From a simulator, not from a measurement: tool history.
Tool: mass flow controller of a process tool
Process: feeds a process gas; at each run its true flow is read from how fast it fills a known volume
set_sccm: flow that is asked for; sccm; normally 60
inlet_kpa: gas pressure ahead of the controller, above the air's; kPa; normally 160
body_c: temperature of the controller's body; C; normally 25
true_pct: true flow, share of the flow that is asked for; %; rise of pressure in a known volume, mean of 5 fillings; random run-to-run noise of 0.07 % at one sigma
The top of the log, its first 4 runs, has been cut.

| run | hour | set_sccm | inlet_kpa | body_c | true_pct |
|---|---|---|---|---|---|
| 5 | 1109.9 | 60 | 160 | 25 | 97.55 |
| 6 | 1405.6 | 60 | 160 | 25 | 97.54 |
| 7 | 1694.5 | 60 | 160 | 25 | 97.52 |
| 8 | 1932.2 | 60 | 160 | 22 | 97.85 |
| 9 | 2258.7 | 60 | 160 | 22 | 97.71 |
| 10 | 2475.1 | 60 | 160 | 22 | 97.62 |
| 11 | 2725.9 | 60 | 160 | 25 | 97.36 |
| 12 | 2930.7 | 60 | 160 | 38 | 96.28 |
| 13 | 3078.4 | 70 | 160 | 25 | 97.54 |
| 14 | 3341.6 | 70 | 160 | 25 | 97.78 |
| 15 | 3480.9 | 70 | 160 | 25 | 97.63 |
| 16 | 3747.6 | 70 | 160 | 25 | 97.47 |
| 17 | 3963.5 | 70 | 160 | 25 | 97.48 |
| 18 | 4155.7 | 70 | 160 | 25 | 97.48 |
| 19 | 4458.1 | 70 | 160 | 25 | 97.36 |
| 20 | 4741.6 | 70 | 160 | 25 | 97.31 |
| 21 | 4894.3 | 60 | 160 | 25 | 97.13 |
| 22 | 5094.5 | 60 | 160 | 25 | 97.01 |
| 23 | 5372.2 | 60 | 160 | 25 | 96.91 |
| 24 | 5566.1 | 60 | 160 | 40 | 95.70 |
| 25 | 5717.9 | 21 | 209 | 32 | 93.76 |
|  | 5733.5 | controller's zero set anew |
| 26 | 5882.8 | 60 | 166 | 40 | 95.40 |
| 27 | 6184.0 | 67 | 160 | 25 | 96.58 |
| 28 | 6385.5 | 97 | 262 | 25 | 98.42 |
| 29 | 6665.1 | 70 | 160 | 37 | 95.99 |

The next listed run, before its measurement:
| 30 | 6834.7 | 70 | 195 | 22 | ? |

For run 30 the tool returned true_pct 97.19 %.
On a tool with no hidden condition, and with the same random variation, this run would have come out at true_pct 99.64 %.
